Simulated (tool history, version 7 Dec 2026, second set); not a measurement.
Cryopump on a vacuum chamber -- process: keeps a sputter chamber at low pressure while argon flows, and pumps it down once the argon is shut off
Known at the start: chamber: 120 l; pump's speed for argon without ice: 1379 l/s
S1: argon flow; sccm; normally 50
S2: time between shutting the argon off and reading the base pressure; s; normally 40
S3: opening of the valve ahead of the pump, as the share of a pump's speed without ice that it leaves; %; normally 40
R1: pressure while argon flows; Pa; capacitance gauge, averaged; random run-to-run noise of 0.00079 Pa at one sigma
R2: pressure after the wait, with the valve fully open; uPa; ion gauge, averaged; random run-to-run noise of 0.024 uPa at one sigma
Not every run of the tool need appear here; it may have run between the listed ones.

run 1 day=0.000 | S1=50 S2=40 S3=40 | R1=0.1610 R2=1.68
run 2 day=2.225 | S1=50 S2=40 S3=40 | R1=0.1631 R2=1.64
run 3 day=5.617 | S1=50 S2=40 S3=40 | R1=0.1647 R2=1.78
-- day=6.667 leaking fittings of the chamber tightened, without venting
run 4 day=7.683 | S1=50 S2=40 S3=40 | R1=0.1653 R2=0.95
run 5 day=10.704 | S1=50 S2=40 S3=40 | R1=0.1650 R2=0.98
run 6 day=13.333 | S1=50 S2=40 S3=27 | R1=0.2382 R2=1.02
run 7 day=15.062 | S1=67 S2=40 S3=40 | R1=0.2246 R2=0.96
run 8 day=16.925 | S1=67 S2=188 S3=45 | R1=0.2020 R2=0.48
run 9 day=18.583 | S1=74 S2=135 S3=17 | R1=0.5549 R2=0.51
run 10 day=21.004 | S1=74 S2=135 S3=17 | R1=0.5512 R2=0.59

Branching from run 10: 4 alternative next runs. What would each branch give?
run A day=22.608 | S1=29 S2=40 S3=40 | R1=? R2=?
run B day=22.608 | S1=48 S2=33 S3=21 | R1=? R2=?
run C day=22.608 | S1=21 S2=85 S3=40 | R1=? R2=?
run D day=22.608 | S1=50 S2=90 S3=29 | R1=? R2=?

run=A R1=0.0987 R2=1.03
run=B R1=0.2943 R2=1.22
run=C R1=0.0717 R2=0.67
run=D R1=0.2252 R2=0.68
What these runs would have given with no unlogged condition in the tool:
run=A R1=0.0897 R2=0.87
run=B R1=0.2795 R2=1.06
run=C R1=0.0652 R2=0.51
run=D R1=0.2099 R2=0.52

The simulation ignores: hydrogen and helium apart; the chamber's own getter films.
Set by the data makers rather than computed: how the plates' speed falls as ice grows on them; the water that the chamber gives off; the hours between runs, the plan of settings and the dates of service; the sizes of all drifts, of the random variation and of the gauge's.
